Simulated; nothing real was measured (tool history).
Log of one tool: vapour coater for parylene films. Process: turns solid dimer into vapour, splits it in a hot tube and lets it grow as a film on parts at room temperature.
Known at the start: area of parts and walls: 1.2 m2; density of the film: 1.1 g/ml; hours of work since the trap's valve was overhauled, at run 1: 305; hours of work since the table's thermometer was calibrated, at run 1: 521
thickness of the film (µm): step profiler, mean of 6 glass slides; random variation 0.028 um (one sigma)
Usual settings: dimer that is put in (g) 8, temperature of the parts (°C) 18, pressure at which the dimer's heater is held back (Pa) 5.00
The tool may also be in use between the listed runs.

run,hour,dimer that is put in (g),temperature of the parts (°C),pressure at which the dimer's heater is held back (Pa),hours of work since the trap's valve was overhauled,hours of work since the table's thermometer was calibrated,thickness of the film (µm)
1,0.0,8,18,5.00,305,521,4.22
2,41.0,8,18,5.00,342,558,4.21
3,77.0,8,18,5.00,374,590,4.27
4,141.8,4,18,5.00,432,648,2.14
# hour 221.4: trap's valve overhauled
5,229.8,8,18,5.48,7,722,4.22
6,289.3,8,18,5.48,61,776,4.21
7,375.9,8,18,5.00,138,853,4.28
8,419.0,8,18,5.00,176,891,4.24
9,489.2,8,18,5.00,239,954,4.26
10,575.6,8,18,5.00,316,1031,4.27
11,632.8,8,18,5.00,367,1082,4.30
12,712.0,8,18,5.00,438,1152,4.22
13,763.9,5,18,11.87,484,1199,2.55
# hour 790.0: trap's valve overhauled
14,827.0,7,24,5.54,33,1251,3.10
15,904.0,5,11,2.33,102,1320,3.43
16,955.0,5,11,2.33,147,1366,3.38
17,1016.9,5,18,7.80,202,1421,2.59
18,1067.1,5,18,7.80,247,1466,2.56
19,1119.0,8,18,3.53,293,1512,4.31

Run 20 comes next. What will it give?
20,1156.5,11,10,5.00,327,1545,?

Run 20 gave thickness of the film (µm) 7.29.
Without the tool's hidden state the same run would have given thickness of the film (µm) 7.29.
